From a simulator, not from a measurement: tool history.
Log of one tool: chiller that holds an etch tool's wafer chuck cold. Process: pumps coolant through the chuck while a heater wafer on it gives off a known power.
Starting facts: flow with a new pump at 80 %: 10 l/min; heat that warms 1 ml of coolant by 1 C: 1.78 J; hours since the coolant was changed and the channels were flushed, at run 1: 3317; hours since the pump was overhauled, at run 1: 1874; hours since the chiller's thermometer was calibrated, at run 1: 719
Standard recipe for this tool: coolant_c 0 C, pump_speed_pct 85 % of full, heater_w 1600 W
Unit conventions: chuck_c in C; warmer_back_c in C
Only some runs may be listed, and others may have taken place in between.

| run | hour | coolant_c | pump_speed_pct | heater_w | hours since the coolant was changed and the channels were flushed | hours since the pump was overhauled | hours since the chiller's thermometer was calibrated | chuck_c | warmer_back_c |
|---|---|---|---|---|---|---|---|---|---|
| 1 | 0.0 | 0 | 85 | 1600 | 3317 | 1874 | 719 | 16.8 | 5.39 |
| 2 | 80.3 | 5 | 85 | 1600 | 3397 | 1955 | 799 | 21.7 | 5.40 |
| 3 | 165.8 | 5 | 85 | 1600 | 3483 | 2040 | 885 | 21.8 | 5.32 |
| 4 | 293.7 | 5 | 77 | 1600 | 3610 | 2168 | 1013 | 23.4 | 5.97 |
| 5 | 411.6 | -3 | 85 | 1600 | 3728 | 2286 | 1131 | 14.3 | 5.43 |
| 6 | 532.1 | -3 | 85 | 1261 | 3849 | 2406 | 1251 | 10.8 | 4.31 |
| 7 | 621.8 | -3 | 85 | 1261 | 3938 | 2496 | 1341 | 10.9 | 4.32 |
| 8 | 751.4 | 5 | 61 | 1261 | 4068 | 2626 | 1470 | 23.0 | 6.16 |
| 9 | 833.8 | 0 | 69 | 1446 | 4150 | 2708 | 1553 | 19.0 | 6.15 |
| 10 | 961.1 | 4 | 85 | 1637 | 4278 | 2835 | 1680 | 22.3 | 5.66 |

Consider 5 possible next runs. They are alternatives, not a sequence: every one starts from the tool as it was left by run 10. What does each give?
| A | 1013.9 | 4 | 85 | 1386 | 4331 | 2888 | 1733 | ? | ? |
| B | 1013.9 | -3 | 100 | 1952 | 4331 | 2888 | 1733 | ? | ? |
| C | 1013.9 | 0 | 76 | 1411 | 4331 | 2888 | 1733 | ? | ? |
| D | 1013.9 | 4 | 85 | 1511 | 4331 | 2888 | 1733 | ? | ? |
| E | 1013.9 | 8 | 91 | 1435 | 4331 | 2888 | 1733 | ? | ? |

| run | chuck_c | warmer_back_c |
|---|---|---|
| A | 19.6 | 4.76 |
| B | 16.5 | 5.66 |
| C | 17.4 | 5.52 |
| D | 21.1 | 5.14 |
| E | 23.4 | 4.62 |
Had the tool no hidden state, the same runs would have come out as:
| run | chuck_c | warmer_back_c |
|---|---|---|
| A | 15.9 | 4.35 |
| B | 11.9 | 5.18 |
| C | 13.3 | 5.05 |
| D | 17.1 | 4.70 |
| E | 19.8 | 4.23 |
